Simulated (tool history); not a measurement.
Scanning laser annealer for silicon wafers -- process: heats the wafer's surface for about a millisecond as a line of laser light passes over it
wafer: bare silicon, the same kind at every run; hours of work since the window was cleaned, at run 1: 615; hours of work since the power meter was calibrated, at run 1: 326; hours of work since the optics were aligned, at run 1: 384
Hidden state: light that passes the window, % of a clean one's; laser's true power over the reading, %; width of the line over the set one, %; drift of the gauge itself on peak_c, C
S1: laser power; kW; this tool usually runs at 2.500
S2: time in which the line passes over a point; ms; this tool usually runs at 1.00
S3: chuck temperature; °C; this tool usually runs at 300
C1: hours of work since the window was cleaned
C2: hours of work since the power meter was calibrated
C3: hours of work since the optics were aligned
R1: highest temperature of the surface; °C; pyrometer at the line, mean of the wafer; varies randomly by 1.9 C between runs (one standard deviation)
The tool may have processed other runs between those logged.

run 1 hour=0.0 | S1=2.500 S2=1.00 S3=300 | C1=615 C2=326 C3=384 | R1=1064
run 2 hour=20.2 | S1=2.500 S2=1.15 S3=300 | C1=625 C2=336 C3=394 | R1=1125
run 3 hour=29.4 | S1=2.500 S2=1.15 S3=300 | C1=630 C2=341 C3=399 | R1=1129
run 4 hour=47.7 | S1=2.500 S2=1.00 S3=294 | C1=639 C2=350 C3=408 | R1=1055
run 5 hour=57.7 | S1=2.500 S2=1.00 S3=294 | C1=644 C2=355 C3=413 | R1=1060
run 6 hour=77.2 | S1=2.500 S2=1.00 S3=300 | C1=654 C2=365 C3=423 | R1=1062
run 7 hour=89.2 | S1=2.205 S2=1.00 S3=300 | C1=660 C2=371 C3=429 | R1=973
run 8 hour=111.6 | S1=2.205 S2=1.00 S3=300 | C1=672 C2=383 C3=441 | R1=974
run 9 hour=131.3 | S1=2.205 S2=1.00 S3=300 | C1=682 C2=393 C3=451 | R1=973
run 10 hour=147.9 | S1=2.205 S2=1.00 S3=300 | C1=691 C2=402 C3=459 | R1=969
run 11 hour=167.6 | S1=2.205 S2=1.00 S3=300 | C1=701 C2=412 C3=469 | R1=970
run 12 hour=183.1 | S1=2.327 S2=1.25 S3=300 | C1=709 C2=420 C3=477 | R1=1100
run 13 hour=204.6 | S1=2.701 S2=0.74 S3=300 | C1=720 C2=431 C3=488 | R1=996
run 14 hour=223.8 | S1=2.144 S2=1.00 S3=294 | C1=729 C2=441 C3=498 | R1=950
run 15 hour=244.3 | S1=2.201 S2=1.07 S3=320 | C1=740 C2=451 C3=509 | R1=1014
run 16 hour=255.4 | S1=2.201 S2=0.99 S3=275 | C1=746 C2=457 C3=515 | R1=943
run 17 hour=274.1 | S1=2.128 S2=1.00 S3=260 | C1=755 C2=466 C3=524 | R1=903
run 18 hour=288.2 | S1=2.716 S2=0.75 S3=271 | C1=762 C2=474 C3=531 | R1=970
run 19 hour=300.0 | S1=2.716 S2=0.75 S3=271 | C1=769 C2=480 C3=537 | R1=971
run 20 hour=315.6 | S1=2.433 S2=0.74 S3=306 | C1=777 C2=488 C3=545 | R1=931
run 21 hour=337.3 | S1=2.747 S2=0.93 S3=300 | C1=788 C2=499 C3=557 | R1=1092
run 22 hour=354.7 | S1=2.747 S2=0.93 S3=300 | C1=797 C2=508 C3=565 | R1=1095

Below, each run's measurement less what the same run would have read without the hidden state. Both values contain the same run-to-run variation, but the gauge's scatter may not be the same in both:
run=1 R1=-39
run=2 R1=-43
run=3 R1=-43
run=4 R1=-40
run=5 R1=-40
run=6 R1=-41
run=7 R1=-37
run=8 R1=-37
run=9 R1=-38
run=10 R1=-39
run=11 R1=-38
run=12 R1=-47
run=13 R1=-42
run=14 R1=-39
run=15 R1=-43
run=16 R1=-41
run=17 R1=-41
run=18 R1=-44
run=19 R1=-45
run=20 R1=-40
run=21 R1=-52
run=22 R1=-53
